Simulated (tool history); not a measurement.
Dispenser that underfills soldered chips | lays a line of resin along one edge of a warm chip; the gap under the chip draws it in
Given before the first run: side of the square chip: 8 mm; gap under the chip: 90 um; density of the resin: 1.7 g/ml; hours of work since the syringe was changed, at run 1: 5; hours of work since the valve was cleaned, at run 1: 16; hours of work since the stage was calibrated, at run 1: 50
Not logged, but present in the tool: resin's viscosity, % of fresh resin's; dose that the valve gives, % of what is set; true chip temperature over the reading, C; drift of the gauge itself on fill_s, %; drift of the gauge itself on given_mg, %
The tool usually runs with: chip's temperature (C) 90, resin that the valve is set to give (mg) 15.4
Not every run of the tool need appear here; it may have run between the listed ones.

run   hour  chip's temperature (C)  resin that the valve is set to give (mg)  hours of work since the syringe was changed  hours of work since the valve was cleaned  hours of work since the stage was calibrated  time until the resin shows at the far edge (s)  resin that the valve gave (mg)
  1      0                      90                                      15.4                                            5                                         16                                            50                                              24                           15.24
  2    3.4                      90                                      15.4                                            7                                         18                                            52                                            27.1                           15.24
       5.8  -- new syringe of resin
  3      6                      90                                      15.4                                            0                                         20                                            53                                            20.4                           15.23
  4   10.5                      90                                      15.4                                            3                                         23                                            56                                              23                           15.19
  5   12.9                      90                                        17                                            4                                         24                                            57                                            24.3                           16.75
  6   16.5                      90                                        17                                            7                                         26                                            60                                            26.3                           16.68
        19  -- new syringe of resin
  7     19                     103                                      15.4                                            0                                         28                                            61                                            14.3                           15.14
  8   22.3                     103                                      15.4                                            2                                         30                                            63                                            16.1                            15.1
  9   26.6                     103                                      15.4                                            5                                         32                                            66                                              17                           15.05
 10   29.6                     103                                      18.9                                            7                                         34                                            68                                            18.8                           18.49
      32.1  -- new syringe of resin
 11   32.1                      90                                      15.4                                            0                                         36                                            69                                            20.7                            15.1
 12   35.2                      90                                      14.1                                            2                                         37                                            71                                            22.8                           13.76
 13   38.9                      81                                      14.1                                            4                                         40                                            73                                            33.1                           13.79
 14     43                      81                                      14.1                                            7                                         42                                            76                                            36.1                           13.77
      45.4  -- new syringe of resin
 15   47.3                      80                                      14.1                                            1                                         45                                            78                                            28.3                           13.75
      51.2  -- dispensing valve cleaned and set on the balance
 16   52.7                      80                                      14.1                                            4                                          1                                            81                                            32.4                           14.08
 17   56.2                      80                                      14.1                                            6                                          3                                            83                                            34.8                           14.12
      59.6  -- new syringe of resin
 18   59.6                      80                                      14.1                                            0                                          5                                            85                                            27.7                           14.05
 19   64.3                     102                                      14.1                                            3                                          8                                            88                                            16.9                           14.06
 20   68.6                     102                                      14.1                                            6                                         11                                            90                                            18.5                              14
 21   71.1                      90                                      17.6                                            7                                         12                                            92                                            27.5                           17.47
      72.9  -- new syringe of resin
 22   74.8                     102                                      19.4                                            1                                         14                                            94                                            15.5                           19.26
 23   76.9                     104                                      13.8                                            2                                         15                                            95                                            15.5                           13.69
 24   79.8                      86                                      17.6                                            4                                         17                                            97                                            26.3                            17.4
 25   82.2                      86                                      17.6                                            6                                         19                                            99                                            28.9                           17.42
 26   84.7                      77                                      16.1                                            7                                         20                                           100                                            40.1                           15.89
      86.3  -- new syringe of resin
 27   89.5                      81                                      19.5                                            2                                         23                                           103                                            27.5                           19.22
 28   92.7                      98                                      14.6                                            4                                         25                                           105                                            20.3                           14.38
 29     97                     104                                      17.1                                            7                                         28                                           108                                            18.4                           16.84
      99.4  -- new syringe of resin
 30   99.5                      76                                      17.4                                            0                                         29                                           109                                              30                           17.11
 31    103                      76                                      17.4                                            2                                         31                                           111                                            33.1                           17.06
 32  105.9                      76                                      17.4                                            4                                         33                                           113                                            34.9                           17.07
 33  107.9                     105                                      15.4                                            5                                         34                                           114                                            17.2                           15.07
 34  110.8                     104                                      19.2                                            7                                         36                                           116                                            18.5                           18.77
     112.8  -- new syringe of resin
 35  115.5                      90                                      19.2                                            2                                         39                                           118                                            20.8                           18.73
 36  117.6                      92                                      17.3                                            3                                         40                                           120                                            21.5                           16.87

Here are 4 independent what-if runs from the current tool condition. What would each one return?
  A   121                      92                                      17.3                                            5                                         42                                           122                                               ?                               ?
  B   121                      83                                      15.5                                            5                                         42                                           122                                               ?                               ?
  C   121                     105                                      18.1                                            5                                         42                                           122                                               ?                               ?
  D   121                      92                                      15.7                                            5                                         42                                           122                                               ?                               ?

run  time until the resin shows at the far edge (s)  resin that the valve gave (mg)
  A                                            22.7                           16.85
  B                                            31.1                           15.09
  C                                            15.8                           17.62
  D                                            23.6                            15.3
With the hidden condition removed and each run's random variation left untouched, the same runs would have given:
run  time until the resin shows at the far edge (s)  resin that the valve gave (mg)
  A                                            18.2                            17.3
  B                                            25.1                           15.49
  C                                            12.6                           18.09
  D                                              19                           15.71

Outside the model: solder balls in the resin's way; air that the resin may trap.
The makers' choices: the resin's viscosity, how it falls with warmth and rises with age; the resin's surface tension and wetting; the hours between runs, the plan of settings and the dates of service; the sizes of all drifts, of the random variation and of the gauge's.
